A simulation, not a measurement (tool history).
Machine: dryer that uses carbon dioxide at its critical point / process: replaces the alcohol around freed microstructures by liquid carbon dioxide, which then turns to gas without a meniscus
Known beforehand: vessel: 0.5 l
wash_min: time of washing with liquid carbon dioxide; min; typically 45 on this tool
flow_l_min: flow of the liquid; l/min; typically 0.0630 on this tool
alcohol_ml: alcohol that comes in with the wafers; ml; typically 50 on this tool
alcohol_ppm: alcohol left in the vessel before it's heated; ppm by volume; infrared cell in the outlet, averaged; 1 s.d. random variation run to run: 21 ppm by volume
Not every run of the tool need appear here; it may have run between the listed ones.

run   hour  wash_min  flow_l_min  alcohol_ml  alcohol_ppm
  1    0.0        45      0.0630          50         1750
  2   42.4        45      0.0630          50         1847
  3   66.4        55      0.0630          50          835
  4   89.9        45      0.0630          50         1915
  5  128.3        45      0.0630          50         2038
  6  147.5        45      0.0630          50         2081
  7  183.1        68      0.0630          50          427
  8  220.9        68      0.0630          50          441
  9  250.3        45      0.0630          22         1109
 10  280.6        45      0.0630          22         1115
 11  318.6        45      0.0630          22         1206
 12  359.0        45      0.0630          36         1889
 13  389.8        69      0.0630          36          467
 14  417.4        69      0.0630          36          486
 15  443.9        45      0.0630          31         1840
     475.9  -- inlet filter changed
 16  483.9        45      0.1007          31          325
     489.0  -- purifier's bed changed
 17  519.3        33      0.0417          43        10726
 18  542.2        33      0.0417          43        11168
 19  585.1        56      0.0491          87         3001
 20  624.2        56      0.0491          21          788
 21  646.5        42      0.0764          42          849
 22  668.9        37      0.0556          99        10312
 23  697.5        30      0.0813          26         1631
 24  739.1        29      0.0458          26         7769
 25  759.7        28      0.0679          29         4167
 26  796.4        32      0.0565          29         4661
 27  824.5        66      0.0690         100          467
 28  863.9        66      0.0690          51          299
 29  882.8        32      0.0513          59        12852
 30  901.0        29      0.0630          68        11519
 31  943.5        29      0.0584          21         4470

Measured result minus the same run's result without the hidden state. Both carry the same run-to-run variation, though not necessarily the same gauge scatter:
Hidden state present: flow that reaches the vessel past the clogged filter, %; alcohol in the recycled carbon dioxide, ppm; drift of the gauge itself on alcohol_ppm, %.
run  alcohol_ppm
  1         +340
  2         +433
  3         +293
  4         +523
  5         +622
  6         +665
  7         +262
  8         +288
  9         +495
 10         +523
 11         +589
 12         +902
 13         +358
 14         +373
 15         +976
 16         +250
 17         +247
 18         +376
 19         +328
 20         +141
 21         +188
 22        +1421
 23         +340
 24         +996
 25         +807
 26         +957
 27         +258
 28         +201
 29        +2886
 30        +2960
 31        +1226
